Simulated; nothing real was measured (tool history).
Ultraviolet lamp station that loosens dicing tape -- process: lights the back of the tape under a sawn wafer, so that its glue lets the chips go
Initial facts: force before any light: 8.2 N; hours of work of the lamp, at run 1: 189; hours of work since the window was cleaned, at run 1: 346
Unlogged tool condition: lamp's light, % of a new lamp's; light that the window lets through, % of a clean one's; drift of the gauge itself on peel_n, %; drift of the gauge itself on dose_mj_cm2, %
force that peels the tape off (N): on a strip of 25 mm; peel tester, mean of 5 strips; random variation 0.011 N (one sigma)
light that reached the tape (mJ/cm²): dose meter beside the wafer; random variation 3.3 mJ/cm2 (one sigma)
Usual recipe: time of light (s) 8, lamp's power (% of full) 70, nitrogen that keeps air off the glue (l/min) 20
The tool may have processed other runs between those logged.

run	hour	time of light (s)	lamp's power (% of full)	nitrogen that keeps air off the glue (l/min)	hours of work of the lamp	hours of work since the window was cleaned	force that peels the tape off (N)	light that reached the tape (mJ/cm²)
1	0	8	70	20	189	346	0.79	396
# hour 15.1: window cleaned of glue's vapour
2	46.4	8	70	20	224	24	0.605	451
3	94.3	8	70	20	261	60	0.666	437
4	131.7	8	70	20	289	89	0.716	428
5	208	8	70	20	347	147	0.751	403
6	258.2	8	70	35	386	185	0.661	394
7	301.1	8	70	35	418	218	0.707	373
8	376.4	8	70	35	476	276	0.791	363
9	436.2	8	61	35	521	321	1.114	298
# hour 481.6: window cleaned of glue's vapour
10	490.4	8	61	35	563	7	0.935	331
11	537.4	8	61	35	598	43	0.965	320
12	604.4	8	70	20	649	94	0.971	351
13	658.6	8	70	20	691	135	1.068	338
14	696.6	6	70	20	720	164	1.823	248
15	751.9	6	70	20	762	206	1.861	232
16	818	8	70	20	813	257	1.352	296
17	849	8	70	20	836	280	1.375	291
18	917.2	8	70	20	888	332	1.604	271
# hour 932.2: lamp changed
# hour 952.6: window cleaned of glue's vapour
19	958.8	8	70	20	20	5	0.491	511
20	1005.4	8	70	20	55	40	0.532	489
21	1065.7	8	70	20	102	86	0.56	473
22	1110	8	70	20	135	120	0.576	465
23	1182.8	10	91	39	191	176	0.268	717
24	1219.9	10	68	39	219	204	0.396	519
25	1282.3	7	68	12	267	252	1.274	351
26	1341.9	7	68	12	312	297	1.329	335
27	1376.6	6	70	20	339	324	1.423	289
# hour 1418.8: window cleaned of glue's vapour
28	1444.1	11	75	20	390	19	0.352	617
29	1484.4	8	72	35	421	50	0.604	424
30	1556.1	8	72	35	475	105	0.634	399
31	1605.8	4	79	20	513	143	2.21	209
32	1660.5	4	79	20	555	184	2.351	206
33	1692.1	8	79	22	579	209	0.778	397
34	1756	14	83	25	628	257	0.294	695
35	1824.2	14	83	25	680	309	0.296	650
36	1879	5	70	34	722	351	2.256	190
# hour 1883.9: window cleaned of glue's vapour
37	1936.5	6	97	34	765	40	0.848	350
38	1995.3	15	68	34	810	85	0.322	581
39	2065.2	15	87	17	864	138	0.304	711
40	2098	9	61	11	889	163	1.781	289
# hour 2116.3: lamp changed
41	2138.4	9	61	11	17	193	0.82	461
42	2170.4	14	61	26	41	218	0.268	703
43	2228.4	14	61	26	86	262	0.287	680

What if the next run were any one of these 3? Each begins from the tool's condition after run 43:
A	2299.7	5	61	20	140	317	?	?
B	2299.7	4	76	14	140	317	?	?
C	2299.7	8	61	26	140	317	?	?

run	force that peels the tape off (N)	light that reached the tape (mJ/cm²)
A	1.958	231
B	2.226	232
C	0.848	371
What these runs would have given with no unlogged condition in the tool:
run	force that peels the tape off (N)	light that reached the tape (mJ/cm²)
A	1.484	279
B	1.718	279
C	0.587	448

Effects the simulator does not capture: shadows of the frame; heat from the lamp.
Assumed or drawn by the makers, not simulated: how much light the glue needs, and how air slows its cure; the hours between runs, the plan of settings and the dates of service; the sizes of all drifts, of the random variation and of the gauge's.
